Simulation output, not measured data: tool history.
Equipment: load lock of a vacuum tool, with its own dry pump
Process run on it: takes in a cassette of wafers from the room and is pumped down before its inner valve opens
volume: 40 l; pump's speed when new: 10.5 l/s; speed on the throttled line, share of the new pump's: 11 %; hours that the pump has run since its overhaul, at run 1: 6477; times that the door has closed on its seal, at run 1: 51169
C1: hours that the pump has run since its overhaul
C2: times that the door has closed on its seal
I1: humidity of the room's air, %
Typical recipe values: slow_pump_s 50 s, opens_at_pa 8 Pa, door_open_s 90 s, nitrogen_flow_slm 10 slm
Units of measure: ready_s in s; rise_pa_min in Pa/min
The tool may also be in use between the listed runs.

Run 1, hour 0: usual settings; C1 6477; C2 51169; I1 44.1. Result: ready_s 82.9 s, rise_pa_min 0.205 Pa/min.
Run 2, hour 181.2: usual settings; C1 6658; C2 51685; I1 45.4. Result: ready_s 82.8 s, rise_pa_min 0.203 Pa/min.
Run 3, hour 315: usual settings; C1 6792; C2 52066; I1 44.6. Result: ready_s 82.9 s, rise_pa_min 0.201 Pa/min.
Run 4, hour 484.5: usual settings; C1 6962; C2 52548; I1 44.4. Result: ready_s 83 s, rise_pa_min 0.21 Pa/min.
Run 5, hour 634: usual settings but opens_at_pa 13 Pa; C1 7111; C2 52973; I1 43.9. Result: ready_s 80.2 s, rise_pa_min 0.205 Pa/min.
Run 6, hour 832.3: usual settings but opens_at_pa 13 Pa; C1 7309; C2 53538; I1 48.4. Result: ready_s 80.2 s, rise_pa_min 0.219 Pa/min.
Run 7, hour 1000.6: usual settings but opens_at_pa 13 Pa; C1 7478; C2 54016; I1 45.2. Result: ready_s 80.3 s, rise_pa_min 0.222 Pa/min.
Run 8, hour 1202.2: usual settings but opens_at_pa 13 Pa; C1 7679; C2 54590; I1 45.4. Result: ready_s 80.5 s, rise_pa_min 0.22 Pa/min.
Run 9, hour 1306.7: usual settings but slow_pump_s 88 s; C1 7784; C2 54887; I1 40.5. Result: ready_s 116.3 s, rise_pa_min 0.208 Pa/min.
Run 10, hour 1514.7: usual settings but slow_pump_s 88 s; C1 7992; C2 55479; I1 46.4. Result: ready_s 115.8 s, rise_pa_min 0.224 Pa/min.
Run 11, hour 1620.2: usual settings but slow_pump_s 88 s; C1 8097; C2 55779; I1 47.5. Result: ready_s 115.7 s, rise_pa_min 0.227 Pa/min.
At hour 1756.1: door's seal changed, seat wiped.
Run 12, hour 1823.4: usual settings but slow_pump_s 88 s; C1 8299; C2 191; I1 42.7. Result: ready_s 116.3 s, rise_pa_min 0.068 Pa/min.
Run 13, hour 1965: usual settings but slow_pump_s 88 s; C1 8440; C2 594; I1 43.1. Result: ready_s 116.3 s, rise_pa_min 0.07 Pa/min.
Run 14, hour 2124: usual settings but opens_at_pa 13 Pa; C1 8600; C2 1046; I1 44.9. Result: ready_s 80.9 s, rise_pa_min 0.07 Pa/min.
Run 15, hour 2265.3: usual settings but slow_pump_s 79 s, opens_at_pa 14 Pa; C1 8741; C2 1448; I1 43.6. Result: ready_s 105.5 s, rise_pa_min 0.068 Pa/min.
Run 16, hour 2350: usual settings but slow_pump_s 79 s, opens_at_pa 14 Pa; C1 8826; C2 1689; I1 49.9. Result: ready_s 105.7 s, rise_pa_min 0.078 Pa/min.
Run 17, hour 2559: usual settings but slow_pump_s 43 s, opens_at_pa 14 Pa, nitrogen_flow_slm 12 slm; C1 9035; C2 2284; I1 44.7. Result: ready_s 74.5 s, rise_pa_min 0.063 Pa/min.
Run 18, hour 2764.8: usual settings but door_open_s 62 s; C1 9240; C2 2869; I1 44.6. Result: ready_s 82.9 s, rise_pa_min 0.066 Pa/min.
Run 19, hour 2909.5: usual settings but door_open_s 62 s; C1 9385; C2 3281; I1 44.9. Result: ready_s 82.6 s, rise_pa_min 0.069 Pa/min.
Run 20, hour 3038.5: usual settings but slow_pump_s 81 s, opens_at_pa 13 Pa; C1 9514; C2 3648; I1 39.3. Result: ready_s 108 s, rise_pa_min 0.065 Pa/min.
Run 21, hour 3180.9: usual settings but door_open_s 188 s; C1 9656; C2 4053; I1 43.5. Result: ready_s 83 s, rise_pa_min 0.092 Pa/min.
Run 22, hour 3306.2: usual settings but door_open_s 188 s; C1 9782; C2 4410; I1 44.6. Result: ready_s 83.5 s, rise_pa_min 0.096 Pa/min.
Run 23, hour 3482.7: usual settings but slow_pump_s 36 s, opens_at_pa 14 Pa, door_open_s 79 s; C1 9958; C2 4912; I1 45.8. Result: ready_s 68.7 s, rise_pa_min 0.071 Pa/min.
Run 24, hour 3691.7: usual settings but slow_pump_s 28 s, opens_at_pa 7 Pa, door_open_s 153 s, nitrogen_flow_slm 35 slm; C1 10167; C2 5507; I1 46.6. Result: ready_s 64.2 s, rise_pa_min 0.074 Pa/min.

What differs in the tool's unlogged condition from the final listed run ahead of each entry between runs to the first listed run following it?
From run 11 to run 12: door's seal changed, seat wiped (hour 1756.1)
  pump's speed, % of a new pump's: 93.4 -> 93.3; leak at the door's seal, Pa l/s: 0.1063 -> 0.0032
  measured value less the no-hidden-state value, ready_s: +1.9 -> +2 s; rise_pa_min: +0.155 -> +0.002 Pa/min
